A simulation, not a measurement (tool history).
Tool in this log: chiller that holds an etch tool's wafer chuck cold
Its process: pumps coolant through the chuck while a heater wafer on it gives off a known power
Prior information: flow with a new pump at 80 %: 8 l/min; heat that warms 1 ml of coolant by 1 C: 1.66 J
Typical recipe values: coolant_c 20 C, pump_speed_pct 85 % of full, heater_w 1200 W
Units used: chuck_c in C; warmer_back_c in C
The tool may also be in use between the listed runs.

Run 1, hour 0.0: usual settings. Result: chuck_c 30.1 C, warmer_back_c 5.32 C.
Run 2, hour 52.6: usual settings. Result: chuck_c 29.9 C, warmer_back_c 5.33 C.
Run 3, hour 117.2: usual settings. Result: chuck_c 30.2 C, warmer_back_c 5.35 C.
Run 4, hour 157.2: usual settings. Result: chuck_c 30.2 C, warmer_back_c 5.35 C.
Run 5, hour 188.9: usual settings. Result: chuck_c 30.1 C, warmer_back_c 5.36 C.
Run 6, hour 241.0: usual settings. Result: chuck_c 30.0 C, warmer_back_c 5.39 C.
Run 7, hour 283.0: usual settings. Result: chuck_c 30.2 C, warmer_back_c 5.32 C.
Run 8, hour 317.8: usual settings. Result: chuck_c 30.2 C, warmer_back_c 5.38 C.
Run 9, hour 375.9: usual settings. Result: chuck_c 30.0 C, warmer_back_c 5.38 C.
Run 10, hour 419.2: usual settings. Result: chuck_c 30.2 C, warmer_back_c 5.38 C.
Run 11, hour 462.9: usual settings. Result: chuck_c 30.1 C, warmer_back_c 5.41 C.
At hour 471.8: coolant pump overhauled.
Run 12, hour 506.0: usual settings. Result: chuck_c 30.5 C, warmer_back_c 5.57 C.
Run 13, hour 541.9: usual settings. Result: chuck_c 30.5 C, warmer_back_c 5.59 C.
Run 14, hour 574.7: usual settings. Result: chuck_c 30.4 C, warmer_back_c 5.57 C.
Run 15, hour 641.6: usual settings. Result: chuck_c 30.6 C, warmer_back_c 5.61 C.
At hour 653.2: coolant pump overhauled, once more.
Run 16, hour 716.7: usual settings. Result: chuck_c 29.7 C, warmer_back_c 5.14 C.
Run 17, hour 774.7: usual settings but coolant_c 23 C, pump_speed_pct 70 % of full, heater_w 1312 W. Result: chuck_c 35.5 C, warmer_back_c 6.84 C.
Run 18, hour 837.9: usual settings but coolant_c 29 C, pump_speed_pct 92 % of full, heater_w 1588 W. Result: chuck_c 41.4 C, warmer_back_c 6.20 C.
Run 19, hour 877.1: usual settings but coolant_c 29 C, pump_speed_pct 92 % of full, heater_w 1588 W. Result: chuck_c 41.4 C, warmer_back_c 6.20 C.
Run 20, hour 940.0: usual settings but coolant_c 29 C, pump_speed_pct 92 % of full, heater_w 1588 W. Result: chuck_c 41.4 C, warmer_back_c 6.23 C.
At hour 969.9: coolant changed, channels flushed.
Run 21, hour 997.0: usual settings but coolant_c 29 C, pump_speed_pct 92 % of full, heater_w 1588 W. Result: chuck_c 40.6 C, warmer_back_c 6.22 C.
Run 22, hour 1039.3: usual settings but coolant_c 28 C. Result: chuck_c 37.4 C, warmer_back_c 5.11 C.
Run 23, hour 1111.4: usual settings but coolant_c 28 C, pump_speed_pct 72 % of full. Result: chuck_c 38.7 C, warmer_back_c 6.10 C.
Run 24, hour 1179.6: usual settings but coolant_c 28 C, pump_speed_pct 72 % of full. Result: chuck_c 38.7 C, warmer_back_c 6.15 C.
Run 25, hour 1242.9: usual settings but coolant_c 28 C, pump_speed_pct 72 % of full. Result: chuck_c 38.7 C, warmer_back_c 6.13 C.
Run 26, hour 1290.8: usual settings but coolant_c 14 C, pump_speed_pct 65 % of full, heater_w 1573 W. Result: chuck_c 29.3 C, warmer_back_c 8.94 C.
Run 27, hour 1353.3: usual settings but coolant_c 14 C, pump_speed_pct 65 % of full, heater_w 1573 W. Result: chuck_c 29.2 C, warmer_back_c 8.98 C.
Run 28, hour 1396.3: usual settings but coolant_c 14 C, pump_speed_pct 65 % of full, heater_w 1573 W. Result: chuck_c 29.3 C, warmer_back_c 8.96 C.
Run 29, hour 1429.4: usual settings but pump_speed_pct 79 % of full. Result: chuck_c 30.2 C, warmer_back_c 5.57 C.
Run 30, hour 1467.5: usual settings but coolant_c 10 C, heater_w 939 W. Result: chuck_c 17.6 C, warmer_back_c 4.06 C.
At hour 1504.2: chiller's thermometer calibrated.
Run 31, hour 1504.2: usual settings but coolant_c 14 C, pump_speed_pct 94 % of full, heater_w 939 W. Result: chuck_c 20.8 C, warmer_back_c 3.61 C.

5 options for the next run, each taken on its own from the tool as it stands now. Forecast them:
Run A, hour 1546.0: usual settings but coolant_c 19 C, pump_speed_pct 94 % of full, heater_w 939 W. Result: chuck_c ?, warmer_back_c ?.
Run B, hour 1546.0: usual settings but coolant_c 14 C, pump_speed_pct 92 % of full, heater_w 939 W. Result: chuck_c ?, warmer_back_c ?.
Run C, hour 1546.0: usual settings but coolant_c 27 C. Result: chuck_c ?, warmer_back_c ?.
Run D, hour 1546.0: usual settings but coolant_c 14 C. Result: chuck_c ?, warmer_back_c ?.
Run E, hour 1546.0: usual settings but coolant_c 22 C, pump_speed_pct 94 % of full, heater_w 939 W. Result: chuck_c ?, warmer_back_c ?.

run  chuck_c  warmer_back_c
  A     25.6           3.67
  B     20.7           3.76
  C     36.1           5.19
  D     23.0           5.19
  E     28.7           3.64
Without the tool's hidden state the same runs would have given:
run  chuck_c  warmer_back_c
  A     25.4           3.61
  B     20.6           3.70
  C     35.9           5.11
  D     22.8           5.11
  E     28.6           3.58
